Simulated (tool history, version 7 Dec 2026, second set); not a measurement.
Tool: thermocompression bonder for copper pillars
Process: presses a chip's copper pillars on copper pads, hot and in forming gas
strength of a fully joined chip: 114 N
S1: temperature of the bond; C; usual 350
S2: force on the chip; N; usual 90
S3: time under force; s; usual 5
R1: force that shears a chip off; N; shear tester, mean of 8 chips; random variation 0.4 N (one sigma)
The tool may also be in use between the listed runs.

| run | hour | S1 | S2 | S3 | R1 |
|---|---|---|---|---|---|
| 1 | 0 | 350 | 90 | 5 | 43.9 |
| 2 | 36.7 | 350 | 134 | 5 | 54.9 |
| 3 | 82.9 | 350 | 134 | 5 | 54.3 |
|  | 107.2 | forming gas filter changed |
| 4 | 140 | 350 | 90 | 4 | 41.2 |
| 5 | 189.4 | 350 | 90 | 4 | 41.2 |
| 6 | 260.5 | 378 | 90 | 4 | 51.2 |
| 7 | 329.1 | 378 | 90 | 4 | 49.4 |
| 8 | 366.9 | 350 | 83 | 5 | 39.7 |
|  | 430.3 | forming gas filter changed |
| 9 | 440.1 | 350 | 90 | 3 | 36.9 |
| 10 | 501.1 | 350 | 90 | 3 | 36.1 |
| 11 | 562.7 | 364 | 90 | 5 | 49.9 |
| 12 | 617.5 | 364 | 90 | 5 | 48.5 |
| 13 | 655.2 | 341 | 61 | 5 | 29.3 |
| 14 | 727.7 | 350 | 65 | 5 | 32.4 |
|  | 732.2 | force cell calibrated |
|  | 754 | forming gas filter changed |
| 15 | 801.1 | 330 | 71 | 9 | 39.8 |
| 16 | 869.5 | 330 | 112 | 4 | 38.6 |
| 17 | 911.3 | 374 | 78 | 6 | 50.6 |
| 18 | 967.2 | 350 | 90 | 3 | 34.4 |
| 19 | 1001.5 | 350 | 90 | 3 | 34 |
|  | 1009.4 | force cell calibrated, once more |
| 20 | 1056.9 | 350 | 90 | 3 | 34.3 |
|  | 1077.2 | forming gas filter changed |
| 21 | 1093.5 | 340 | 90 | 4 | 38.8 |
| 22 | 1142.4 | 336 | 62 | 15 | 48.2 |
| 23 | 1176.2 | 336 | 62 | 15 | 47.5 |

The next listed run, before its measurement:
| 24 | 1247.2 | 360 | 59 | 9 | ? |

R1: 45.5 N
Without the tool's hidden state the same run would have given R1 46.5 N.
